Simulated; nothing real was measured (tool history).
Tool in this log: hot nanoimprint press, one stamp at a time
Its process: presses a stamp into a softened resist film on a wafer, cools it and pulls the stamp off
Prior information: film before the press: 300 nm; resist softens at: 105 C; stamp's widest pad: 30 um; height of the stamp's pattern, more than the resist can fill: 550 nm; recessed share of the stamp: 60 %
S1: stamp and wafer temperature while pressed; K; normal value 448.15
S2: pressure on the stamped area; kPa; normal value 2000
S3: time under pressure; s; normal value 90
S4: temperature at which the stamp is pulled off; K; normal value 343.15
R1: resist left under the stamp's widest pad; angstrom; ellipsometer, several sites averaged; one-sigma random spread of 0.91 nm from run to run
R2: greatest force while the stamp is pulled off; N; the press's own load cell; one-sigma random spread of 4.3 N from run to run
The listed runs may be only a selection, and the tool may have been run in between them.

run,day,S1,S2,S3,S4,R1,R2
1,0,448.15,2000,90,343.15,1278,217
2,3.342,448.15,2000,90,343.15,1267,228
3,7.421,448.15,2000,90,343.15,1285,245
4,11.283,448.15,2000,90,343.15,1283,246
5,14.75,448.15,2000,90,343.15,1299,255
6,18.075,448.15,2000,90,343.15,1302,280
7,19.996,448.15,2000,90,343.15,1323,265
# day 23.404: stamp cleaned and given a new release coat
8,23.404,448.15,2000,90,343.15,1323,222
9,25.183,448.15,2000,90,343.15,1330,219
10,28.929,460.15,2000,90,343.15,887,237
11,31.042,460.15,2000,90,343.15,892,238
12,33.154,453.15,2000,90,343.15,1136,238
13,36.392,453.15,2000,90,343.15,1131,247
14,39.162,453.15,2000,90,341.15,1127,272
15,42.592,448.15,2350,90,343.15,1278,266
16,46.346,448.15,2000,139,343.15,1193,286
# day 46.871: plate thermocouple calibrated
17,48.225,448.15,2000,139,343.15,1093,263
18,52.462,444.15,2290,90,329.15,1380,382
# day 53.058: stamp cleaned and given a new release coat
19,55.188,444.15,2290,90,329.15,1413,312
20,57.642,444.15,1260,69,341.15,1998,236
21,60.733,438.15,1720,90,343.15,1958,227
22,63.65,448.15,2000,139,343.15,1123,247
23,66.946,448.15,1730,79,343.15,1518,248
24,69.071,448.15,2000,123,343.15,1193,245
25,72.962,448.15,2000,123,337.15,1190,311
26,76.425,448.15,1710,90,343.15,1463,275
27,79.612,456.15,2000,90,343.15,1045,277
# day 82.488: stamp cleaned and given a new release coat
28,83.567,448.15,1320,64,343.15,1831,220
29,86.246,457.15,2750,46,336.15,1101,275

Each row is a separate what-if for the run after 29, all from the same tool condition, not one after another. Results?
A,90.371,453.15,2000,90,343.15,?,?
B,90.371,448.15,2000,67,343.15,?,?
C,90.371,448.15,2000,157,343.15,?,?
D,90.371,448.15,2990,141,336.15,?,?

run,R1,R2
A,1145,239
B,1543,246
C,1139,240
D,970,287
Without the tool's unlogged condition, the same runs would have read:
run,R1,R2
A,1033,208
B,1400,214
C,1022,209
D,858,252
